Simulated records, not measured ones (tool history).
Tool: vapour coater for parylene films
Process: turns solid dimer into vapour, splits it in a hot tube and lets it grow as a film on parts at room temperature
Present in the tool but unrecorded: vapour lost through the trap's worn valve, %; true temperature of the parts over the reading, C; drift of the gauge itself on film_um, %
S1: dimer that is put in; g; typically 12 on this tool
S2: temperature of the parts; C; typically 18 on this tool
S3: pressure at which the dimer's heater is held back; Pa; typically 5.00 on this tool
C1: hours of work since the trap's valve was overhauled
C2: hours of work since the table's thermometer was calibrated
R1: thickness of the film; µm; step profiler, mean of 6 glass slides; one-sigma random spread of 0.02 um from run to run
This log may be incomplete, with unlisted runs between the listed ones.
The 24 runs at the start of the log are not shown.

| run | hour | S1 | S2 | S3 | C1 | C2 | R1 |
|---|---|---|---|---|---|---|---|
| 25 | 407.6 | 18 | 20 | 7.16 | 211 | 798 | 4.78 |
| 26 | 422.3 | 18 | 20 | 2.51 | 223 | 810 | 5.91 |
|  | 434.5 | trap's valve overhauled |
| 27 | 449.1 | 18 | 20 | 2.51 | 12 | 828 | 6.56 |
| 28 | 471.5 | 14 | 20 | 2.52 | 30 | 846 | 5.07 |
| 29 | 487.8 | 14 | 20 | 2.52 | 43 | 859 | 5.11 |
| 30 | 498.8 | 14 | 20 | 2.52 | 52 | 868 | 5.03 |
| 31 | 522.4 | 6 | 22 | 5.00 | 71 | 887 | 1.74 |
| 32 | 536.6 | 13 | 22 | 5.00 | 82 | 898 | 3.82 |
| 33 | 550.5 | 12 | 18 | 3.44 | 93 | 910 | 4.14 |
| 34 | 570.2 | 12 | 11 | 5.00 | 109 | 925 | 4.53 |
| 35 | 586.9 | 12 | 18 | 5.08 | 122 | 939 | 3.78 |
| 36 | 608.5 | 12 | 14 | 5.08 | 140 | 956 | 4.19 |
| 37 | 627.6 | 12 | 21 | 11.44 | 155 | 972 | 2.92 |
| 38 | 646.5 | 12 | 21 | 11.44 | 170 | 987 | 2.90 |
| 39 | 666.5 | 12 | 21 | 11.44 | 186 | 1003 | 2.85 |
| 40 | 677.3 | 9 | 11 | 5.00 | 195 | 1011 | 3.27 |
| 41 | 699.3 | 12 | 11 | 9.96 | 213 | 1029 | 3.72 |
|  | 725.0 | trap's valve overhauled |
| 42 | 727.2 | 12 | 11 | 9.96 | 2 | 1048 | 4.18 |
| 43 | 738.3 | 6 | 12 | 9.29 | 11 | 1057 | 2.06 |
| 44 | 752.3 | 5 | 18 | 5.00 | 22 | 1069 | 1.65 |
| 45 | 769.1 | 11 | 14 | 10.75 | 35 | 1082 | 3.44 |
| 46 | 785.2 | 6 | 14 | 11.54 | 48 | 1095 | 1.81 |

Predict each of these 4 candidate next runs independently; none follows another, all start after run 46:
| A | 807.8 | 10 | 21 | 5.00 | 67 | 1113 | ? |
| B | 807.8 | 5 | 30 | 5.58 | 67 | 1113 | ? |
| C | 807.8 | 12 | 18 | 5.14 | 67 | 1113 | ? |
| D | 807.8 | 6 | 22 | 6.60 | 67 | 1113 | ? |

| run | R1 |
|---|---|
| A | 3.04 |
| B | 1.20 |
| C | 3.92 |
| D | 1.68 |
What these runs would have given with no unlogged condition in the tool:
| run | R1 |
|---|---|
| A | 3.11 |
| B | 1.23 |
| C | 4.01 |
| D | 1.72 |
